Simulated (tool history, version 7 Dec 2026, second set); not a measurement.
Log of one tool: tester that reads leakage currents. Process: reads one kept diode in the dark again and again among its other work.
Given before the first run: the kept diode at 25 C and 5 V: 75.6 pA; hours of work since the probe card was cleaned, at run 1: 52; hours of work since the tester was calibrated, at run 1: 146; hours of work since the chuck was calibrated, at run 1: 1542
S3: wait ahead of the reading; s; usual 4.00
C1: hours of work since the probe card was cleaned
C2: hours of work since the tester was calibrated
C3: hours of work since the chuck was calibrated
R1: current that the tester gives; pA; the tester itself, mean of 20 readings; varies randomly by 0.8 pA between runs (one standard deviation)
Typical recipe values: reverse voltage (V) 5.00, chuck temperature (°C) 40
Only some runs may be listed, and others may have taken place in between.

{"run": 1, "hour": 0.0, "reverse voltage (V)": 5.0, "chuck temperature (°C)": 40, "S3": 4.0, "C1": 52, "C2": 146, "C3": 1542, "R1": 301.73}
{"run": 2, "hour": 117.9, "reverse voltage (V)": 5.0, "chuck temperature (°C)": 40, "S3": 4.0, "C1": 111, "C2": 204, "C3": 1601, "R1": 304.26}
{"run": 3, "hour": 217.0, "reverse voltage (V)": 1.22, "chuck temperature (°C)": 40, "S3": 4.0, "C1": 160, "C2": 254, "C3": 1650, "R1": 142.28}
{"run": 4, "hour": 300.2, "reverse voltage (V)": 1.34, "chuck temperature (°C)": 40, "S3": 4.0, "C1": 201, "C2": 295, "C3": 1691, "R1": 150.79}
{"run": 5, "hour": 407.9, "reverse voltage (V)": 1.34, "chuck temperature (°C)": 40, "S3": 4.0, "C1": 255, "C2": 348, "C3": 1745, "R1": 151.23}
{"run": 6, "hour": 463.5, "reverse voltage (V)": 1.34, "chuck temperature (°C)": 40, "S3": 4.0, "C1": 282, "C2": 376, "C3": 1772, "R1": 152.07}
{"run": 7, "hour": 552.3, "reverse voltage (V)": 1.34, "chuck temperature (°C)": 40, "S3": 4.0, "C1": 327, "C2": 420, "C3": 1817, "R1": 152.62}
{"run": 8, "hour": 662.7, "reverse voltage (V)": 1.34, "chuck temperature (°C)": 40, "S3": 4.0, "C1": 381, "C2": 475, "C3": 1871, "R1": 154.09}
{"run": 9, "hour": 735.4, "reverse voltage (V)": 5.0, "chuck temperature (°C)": 26, "S3": 4.0, "C1": 417, "C2": 511, "C3": 1908, "R1": 100.53}
{"run": 10, "hour": 806.7, "reverse voltage (V)": 5.0, "chuck temperature (°C)": 26, "S3": 4.0, "C1": 453, "C2": 547, "C3": 1943, "R1": 101.11}
{"hour": 858.0, "done": "chuck's temperature calibrated"}
{"run": 11, "hour": 914.9, "reverse voltage (V)": 5.0, "chuck temperature (°C)": 26, "S3": 4.0, "C1": 506, "C2": 599, "C3": 28, "R1": 86.26}
{"run": 12, "hour": 1034.9, "reverse voltage (V)": 5.0, "chuck temperature (°C)": 26, "S3": 4.0, "C1": 565, "C2": 659, "C3": 88, "R1": 86.52}
{"run": 13, "hour": 1125.7, "reverse voltage (V)": 11.69, "chuck temperature (°C)": 36, "S3": 4.0, "C1": 610, "C2": 704, "C3": 133, "R1": 315.06}
{"run": 14, "hour": 1241.4, "reverse voltage (V)": 13.83, "chuck temperature (°C)": 40, "S3": 4.0, "C1": 668, "C2": 761, "C3": 190, "R1": 478.14}
{"run": 15, "hour": 1355.7, "reverse voltage (V)": 13.83, "chuck temperature (°C)": 40, "S3": 4.0, "C1": 725, "C2": 818, "C3": 247, "R1": 482.06}
{"run": 16, "hour": 1420.6, "reverse voltage (V)": 13.83, "chuck temperature (°C)": 28, "S3": 4.26, "C1": 757, "C2": 851, "C3": 279, "R1": 185.57}
{"run": 17, "hour": 1474.8, "reverse voltage (V)": 3.99, "chuck temperature (°C)": 28, "S3": 3.51, "C1": 784, "C2": 877, "C3": 306, "R1": 93.23}
{"run": 18, "hour": 1537.3, "reverse voltage (V)": 5.0, "chuck temperature (°C)": 24, "S3": 4.0, "C1": 815, "C2": 909, "C3": 337, "R1": 75.73}
{"run": 19, "hour": 1604.5, "reverse voltage (V)": 5.0, "chuck temperature (°C)": 24, "S3": 4.0, "C1": 848, "C2": 942, "C3": 371, "R1": 76.28}
{"run": 20, "hour": 1731.7, "reverse voltage (V)": 5.0, "chuck temperature (°C)": 24, "S3": 4.0, "C1": 911, "C2": 1005, "C3": 434, "R1": 76.54}

4 options for the next run, each taken on its own from the tool as it stands now. Forecast them:
{"run": "A", "hour": 1804.1, "reverse voltage (V)": 1.49, "chuck temperature (°C)": 24, "S3": 0.93, "C1": 947, "C2": 1041, "C3": 470, "R1": "?"}
{"run": "B", "hour": 1804.1, "reverse voltage (V)": 5.0, "chuck temperature (°C)": 24, "S3": 0.57, "C1": 947, "C2": 1041, "C3": 470, "R1": "?"}
{"run": "C", "hour": 1804.1, "reverse voltage (V)": 1.6, "chuck temperature (°C)": 24, "S3": 4.0, "C1": 947, "C2": 1041, "C3": 470, "R1": "?"}
{"run": "D", "hour": 1804.1, "reverse voltage (V)": 9.72, "chuck temperature (°C)": 24, "S3": 4.0, "C1": 947, "C2": 1041, "C3": 470, "R1": "?"}

run=A R1=39.86
run=B R1=79.60
run=C R1=40.90
run=D R1=112.34
Without the tool's unlogged condition, the same runs would have read:
run=A R1=36.66
run=B R1=72.04
run=C R1=37.54
run=D R1=99.77
